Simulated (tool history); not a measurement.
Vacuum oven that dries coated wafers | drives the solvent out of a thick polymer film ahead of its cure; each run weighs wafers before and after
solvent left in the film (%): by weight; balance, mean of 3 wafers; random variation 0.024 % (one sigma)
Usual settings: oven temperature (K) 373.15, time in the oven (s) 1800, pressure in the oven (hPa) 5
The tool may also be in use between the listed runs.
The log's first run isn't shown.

| run | day | oven temperature (K) | time in the oven (s) | pressure in the oven (hPa) | solvent left in the film (%) |
|---|---|---|---|---|---|
| 2 | 0.312 | 373.15 | 1800 | 5 | 0.89 |
| 3 | 0.825 | 373.15 | 1800 | 5 | 0.91 |
| 4 | 1.354 | 384.15 | 1800 | 5 | 0.19 |
| 5 | 1.862 | 373.15 | 1800 | 15.95 | 1.28 |
| 6 | 2.125 | 373.15 | 1800 | 5 | 0.92 |
| 7 | 2.504 | 373.15 | 1800 | 5 | 0.9 |
| 8 | 2.983 | 373.15 | 1800 | 3.36 | 0.86 |
| 9 | 3.4 | 373.15 | 1800 | 5 | 0.89 |
| 10 | 3.679 | 373.15 | 1800 | 5 | 0.89 |
| 11 | 3.962 | 373.15 | 1800 | 5 | 0.91 |
| 12 | 4.454 | 373.15 | 1800 | 5 | 0.9 |
| 13 | 4.979 | 373.15 | 1800 | 6.43 | 0.97 |
|  | 5.092 | vacuum gauge cleaned of residue and calibrated |
| 14 | 5.608 | 373.15 | 1800 | 2.99 | 0.81 |
| 15 | 6.162 | 373.15 | 1800 | 2.99 | 0.82 |
| 16 | 6.575 | 373.15 | 1800 | 2.99 | 0.86 |
| 17 | 6.954 | 373.15 | 1800 | 7.13 | 0.99 |
|  | 7.208 | vacuum gauge cleaned of residue and calibrated, once more |
| 18 | 7.658 | 373.15 | 1440 | 5 | 1.43 |
| 19 | 8.158 | 374.15 | 1800 | 5 | 0.78 |
| 20 | 8.446 | 374.15 | 1800 | 5 | 0.75 |
| 21 | 8.9 | 374.15 | 1800 | 5 | 0.83 |
| 22 | 9.383 | 373.15 | 2700 | 5 | 0.36 |
| 23 | 9.842 | 373.15 | 1800 | 13.83 | 1.25 |
| 24 | 10.246 | 364.15 | 1320 | 16.67 | 4.32 |
| 25 | 10.658 | 364.15 | 1440 | 16.67 | 4.11 |

The next listed run, before its measurement:
| 26 | 11.254 | 364.15 | 1440 | 16.67 | ? |

{"run 26": {"solvent left in the film (%)": 4.04}}
Without the tool's hidden state the same run would have given solvent left in the film (%) 3.71.
